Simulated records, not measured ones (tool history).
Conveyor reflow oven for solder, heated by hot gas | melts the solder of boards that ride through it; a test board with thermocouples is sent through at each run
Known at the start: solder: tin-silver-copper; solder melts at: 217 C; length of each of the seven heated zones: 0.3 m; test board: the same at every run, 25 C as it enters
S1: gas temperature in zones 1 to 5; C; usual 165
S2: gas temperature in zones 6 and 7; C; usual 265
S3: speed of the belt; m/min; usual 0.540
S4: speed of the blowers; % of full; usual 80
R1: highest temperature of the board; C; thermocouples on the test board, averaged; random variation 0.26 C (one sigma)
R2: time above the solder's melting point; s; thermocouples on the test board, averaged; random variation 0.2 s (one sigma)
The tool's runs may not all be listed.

run,hour,S1,S2,S3,S4,R1,R2
1,0.0,165,265,0.540,80,246.8,43.5
2,8.7,165,263,0.540,80,244.7,41.7
3,14.3,165,253,0.540,80,236.2,34.4
4,19.8,165,265,0.540,87,247.6,44.1
5,27.8,153,265,0.540,80,244.5,38.6
6,33.3,153,265,0.540,80,244.5,38.5
7,39.9,153,265,0.540,80,244.3,38.3
8,45.6,153,265,0.540,63,239.8,33.7
9,52.6,153,265,0.540,63,240.0,33.6
10,57.4,165,265,0.540,80,246.1,43.0
11,65.9,165,265,0.540,80,246.2,42.9
12,74.3,165,265,0.540,80,246.0,42.7
13,78.4,165,265,0.480,80,249.8,52.5
14,84.8,165,265,0.540,80,246.8,43.0
15,91.1,165,265,0.540,80,246.4,42.7
16,95.5,165,265,0.540,57,240.7,36.6
17,99.4,165,265,0.540,57,240.4,36.5
18,104.9,165,265,0.540,57,240.4,36.6
19,110.1,180,255,0.540,80,240.1,43.0
20,114.9,165,265,0.540,63,241.7,38.7
21,119.8,165,265,0.515,54,241.5,39.4
22,127.0,165,265,0.515,54,241.9,39.8
# hour 135.8: flux residue cleaned out of gas plates and filters
23,136.7,166,266,0.540,79,248.8,45.6
24,141.6,161,275,0.478,79,260.3,58.2
25,147.1,165,277,0.540,80,258.9,50.9
26,154.3,165,277,0.540,80,258.2,51.2
27,161.3,163,266,0.506,80,250.4,49.5
28,166.9,163,266,0.506,80,250.8,49.6
29,174.7,171,265,0.640,80,243.4,34.5
30,178.3,172,272,0.546,70,252.9,48.5
31,185.0,172,272,0.546,70,252.8,48.9

Hidden state or all else? Some run-to-run changes of R1, split into what the settings, what came in and random variation would give without the hidden state, and what is left for the hidden state (with any gauge scatter that isn't in both results):
The hidden state here: heat that the gas passes to the board, % of a clean oven's; belt's true speed, % of the reading; true gas temperature in zones 6 and 7 over the reading, C; drift of the gauge itself on peak_c, C; drift of the gauge itself on liquid_s, %.
Run 3 -> 4: S2 253 -> 265, S4 80 -> 87. R1 +11.4 C: hidden state -0.2, all else +11.6.
Run 13 -> 14: S3 0.480 -> 0.540. R1 -3.0 C: hidden state -0.3, all else -2.7.
Run 19 -> 20: S1 180 -> 165, S2 255 -> 265, S4 80 -> 63. R1 +1.6 C: hidden state -0.3, all else +1.9.
Run 22 -> 23: S1 165 -> 166, S2 265 -> 266, S3 0.515 -> 0.540, S4 54 -> 79, flux residue cleaned out of gas plates and filters. R1 +6.9 C: hidden state +1.8, all else +5.1.
Run 23 -> 24: S1 166 -> 161, S2 266 -> 275, S3 0.540 -> 0.478. R1 +11.5 C: hidden state +0.0, all else +11.5.
Run 29 -> 30: S1 171 -> 172, S2 265 -> 272, S3 0.640 -> 0.546, S4 80 -> 70. R1 +9.5 C: hidden state +0.0, all else +9.5.

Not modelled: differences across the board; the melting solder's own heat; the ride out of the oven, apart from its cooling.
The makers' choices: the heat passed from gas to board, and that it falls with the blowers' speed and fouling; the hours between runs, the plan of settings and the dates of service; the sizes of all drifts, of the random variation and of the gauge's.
